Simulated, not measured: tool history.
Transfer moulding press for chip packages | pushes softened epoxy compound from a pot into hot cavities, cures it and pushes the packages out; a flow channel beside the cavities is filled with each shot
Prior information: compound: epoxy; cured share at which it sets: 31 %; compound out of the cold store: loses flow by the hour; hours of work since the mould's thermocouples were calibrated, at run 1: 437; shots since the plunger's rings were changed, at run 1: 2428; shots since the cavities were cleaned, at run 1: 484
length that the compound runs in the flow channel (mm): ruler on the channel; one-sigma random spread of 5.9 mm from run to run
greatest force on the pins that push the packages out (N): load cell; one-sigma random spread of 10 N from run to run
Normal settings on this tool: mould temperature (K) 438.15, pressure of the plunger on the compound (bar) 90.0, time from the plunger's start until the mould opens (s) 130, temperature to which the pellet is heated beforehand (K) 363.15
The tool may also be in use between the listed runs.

run	day	mould temperature (K)	pressure of the plunger on the compound (bar)	time from the plunger's start until the mould opens (s)	temperature to which the pellet is heated beforehand (K)	hours of work since the mould's thermocouples were calibrated	shots since the plunger's rings were changed	shots since the cavities were cleaned	incoming compound's hours out of the cold store	length that the compound runs in the flow channel (mm)	greatest force on the pins that push the packages out (N)
1	0.000	438.15	90.0	130	363.15	437	2428	484	35.6	820	455
2	0.546	438.15	90.0	130	363.15	444	2540	596	19.3	886	476
# day 0.883: cavities cleaned with cleaning compound and waxed
3	1.792	438.15	90.0	130	363.15	461	2784	187	17.6	910	491
4	2.954	438.15	70.6	130	363.15	478	3023	426	45.6	701	480
5	3.954	438.15	70.6	130	363.15	492	3229	632	22.5	780	492
# day 4.171: cavities cleaned with cleaning compound and waxed
6	4.854	438.15	70.6	134	363.15	504	3401	141	18.2	789	470
7	5.804	438.15	90.0	130	363.15	517	3597	337	25.5	866	465
8	6.971	438.15	90.0	130	363.15	534	3837	577	39.1	808	466
# day 7.429: cavities cleaned with cleaning compound and waxed
9	8.071	438.15	90.0	130	373.15	548	4051	132	12.9	925	485
10	9.092	438.15	90.0	130	367.15	563	4261	342	35.0	820	470
11	9.746	438.15	90.0	130	367.15	572	4395	476	14.7	912	492
12	10.267	438.15	90.0	130	369.15	579	4503	584	44.2	789	442
# day 10.708: cavities cleaned with cleaning compound and waxed
13	11.300	438.15	90.0	130	369.15	593	4702	122	39.8	809	475
14	11.954	438.15	90.0	130	369.15	602	4837	257	44.5	786	441
15	12.825	438.15	90.0	130	369.15	615	5016	436	17.9	895	478
# day 13.767: plunger's sealing rings changed
16	13.767	438.15	90.0	130	369.15	627	0	608	38.3	817	454
# day 14.100: cavities cleaned with cleaning compound and waxed
17	14.488	440.15	90.0	111	370.15	636	136	80	44.1	781	510
18	15.446	438.15	82.1	130	354.15	650	333	277	30.2	809	491
19	16.004	438.15	75.9	128	354.15	657	448	392	28.6	787	487
20	16.867	438.15	75.9	128	354.15	670	626	570	19.0	815	492
# day 17.358: cavities cleaned with cleaning compound and waxed
21	17.746	438.15	102.7	165	369.15	681	794	80	43.4	846	372
22	18.842	438.15	85.0	130	362.15	697	1020	306	40.1	780	456
23	19.971	438.15	85.0	130	362.15	713	1252	538	17.3	874	508
# day 20.621: cavities cleaned with cleaning compound and waxed
24	21.271	438.15	85.0	130	362.15	730	1507	134	11.2	900	493
25	22.417	443.15	74.6	159	363.15	747	1742	369	21.9	784	362
26	23.442	439.15	83.0	146	363.15	761	1953	580	28.1	825	393
# day 23.879: cavities cleaned with cleaning compound and waxed
27	24.112	446.15	76.6	128	363.15	770	2078	48	39.1	734	386

What if the next run were any one of these 3? Each begins from the tool's condition after run 27:
A	24.908	438.15	75.6	130	360.15	781	2242	212	20.9	?	?
B	24.908	438.15	105.3	130	363.15	781	2242	212	32.1	?	?
C	24.908	431.15	76.6	128	365.15	781	2242	212	44.1	?	?

run	length that the compound runs in the flow channel (mm)	greatest force on the pins that push the packages out (N)
A	814	493
B	904	464
C	749	751
With the hidden condition removed and each run's random variation left untouched, the same runs would have given:
run	length that the compound runs in the flow channel (mm)	greatest force on the pins that push the packages out (N)
A	814	490
B	905	461
C	750	747
